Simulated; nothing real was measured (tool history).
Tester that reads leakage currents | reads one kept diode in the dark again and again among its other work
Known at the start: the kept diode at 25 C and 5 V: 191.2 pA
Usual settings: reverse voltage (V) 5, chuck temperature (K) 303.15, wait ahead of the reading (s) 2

run,day,reverse voltage (V),chuck temperature (K),wait ahead of the reading (s),current that the tester gives (pA)
1,0,5,303.15,2,315.19
2,2.488,5,303.15,2,316.64
3,4.838,5,303.15,2,319.01
4,6.696,5,303.15,2,319.81
5,8.308,5,303.15,2,319.64
# day 8.829: probe card cleaned and baked
6,9.679,5,303.15,2,308.61
7,11.729,5,303.15,2,307.38
8,12.888,5,303.15,2,309.78
9,14.996,5,303.15,2,311.9
10,17.742,18.95,303.15,2,556.31
11,18.925,18.95,303.15,2,556.91
12,21.262,18.95,303.15,1.81,561.45
13,23.633,18.95,303.15,1.81,563.61
14,25.079,18.95,303.15,1.81,565.15

The next listed run, before its measurement:
15,26.554,18.95,303.15,1.81,?

{"run 15": {"current that the tester gives (pA)": 567.44}}
Without the tool's hidden state the same run would have given current that the tester gives (pA) 532.27.
